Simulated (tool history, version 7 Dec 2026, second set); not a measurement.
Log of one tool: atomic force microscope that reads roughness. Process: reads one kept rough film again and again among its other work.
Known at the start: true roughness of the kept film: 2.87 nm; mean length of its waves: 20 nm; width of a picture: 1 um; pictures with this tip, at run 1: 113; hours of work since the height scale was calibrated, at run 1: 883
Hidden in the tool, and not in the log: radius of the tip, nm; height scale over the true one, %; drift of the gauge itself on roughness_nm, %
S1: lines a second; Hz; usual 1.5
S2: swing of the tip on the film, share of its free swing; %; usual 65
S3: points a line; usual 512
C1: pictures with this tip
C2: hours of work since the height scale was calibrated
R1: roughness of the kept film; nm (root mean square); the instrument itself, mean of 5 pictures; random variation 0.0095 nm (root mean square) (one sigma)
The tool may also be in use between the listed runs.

run	day	S1	S2	S3	C1	C2	R1
1	0	1.5	65	512	113	883	2.13
# day 0.242: new tip fitted
2	1.629	2.51	65	512	65	907	2.093
# day 2.883: new tip fitted
3	3.821	2.51	65	512	44	940	2.11
# day 5.462: new tip fitted
4	5.462	2.51	65	512	0	964	2.134
5	6.983	1.5	65	512	71	987	2.14
# day 8.012: new tip fitted
6	9.233	1.78	65	512	57	1021	2.14
# day 10.571: new tip fitted
7	11.167	1.78	65	512	27	1049	2.134
8	12.317	1.78	65	512	81	1067	2.129
# day 13.183: new tip fitted
9	14.179	1.78	65	512	47	1094	2.136
# day 15.738: new tip fitted
10	15.738	1.78	65	512	0	1117	2.146
11	17.938	1.78	65	512	102	1150	2.12
# day 18.325: new tip fitted
12	20.617	1.78	65	512	107	1190	2.135
# day 20.854: new tip fitted
13	22.679	1.78	65	512	85	1221	2.153
# day 23.392: new tip fitted
14	24.404	1.5	65	512	47	1246	2.143
# day 25.988: new tip fitted
15	25.988	1.5	65	512	0	1270	2.158
16	27.608	1.5	65	512	75	1294	2.148
# day 28.583: new tip fitted
17	30.133	1.5	65	512	72	1332	2.136
# day 31.1: new tip fitted
18	32.267	1.5	65	512	54	1363	2.15
# day 33.812: new tip fitted
19	34.375	1.5	65	512	26	1395	2.15
# day 34.746: height scale calibrated on a step standard
20	36.208	1.5	71	512	109	22	2.116
# day 36.446: new tip fitted
21	38.396	1.5	71	512	91	54	2.115
# day 38.958: new tip fitted
22	39.775	1.5	71	512	39	75	2.133
# day 41.633: new tip fitted
23	41.996	2.2	65	512	17	108	2.104
24	43.383	2.2	65	512	82	129	2.107
# day 44.212: new tip fitted
25	44.525	2.2	65	512	15	146	2.097
26	46.246	0.79	65	512	95	171	2.192
# day 46.754: new tip fitted
27	47.471	0.79	65	512	33	189	2.186
# day 49.258: new tip fitted
28	49.958	3.77	59	419	33	226	2.094
29	51.479	0.82	76	419	103	249	2.143
# day 51.883: new tip fitted
30	53.692	0.82	76	419	85	282	2.138
# day 54.488: new tip fitted
31	54.917	2.44	76	419	20	300	2.037

Run 32 comes next. What will it give?
32	56.138	0.71	72	425	77	319	?

R1: 2.139 nm (root mean square)
Without the tool's hidden state the same run would have given R1 2.147 nm (root mean square).
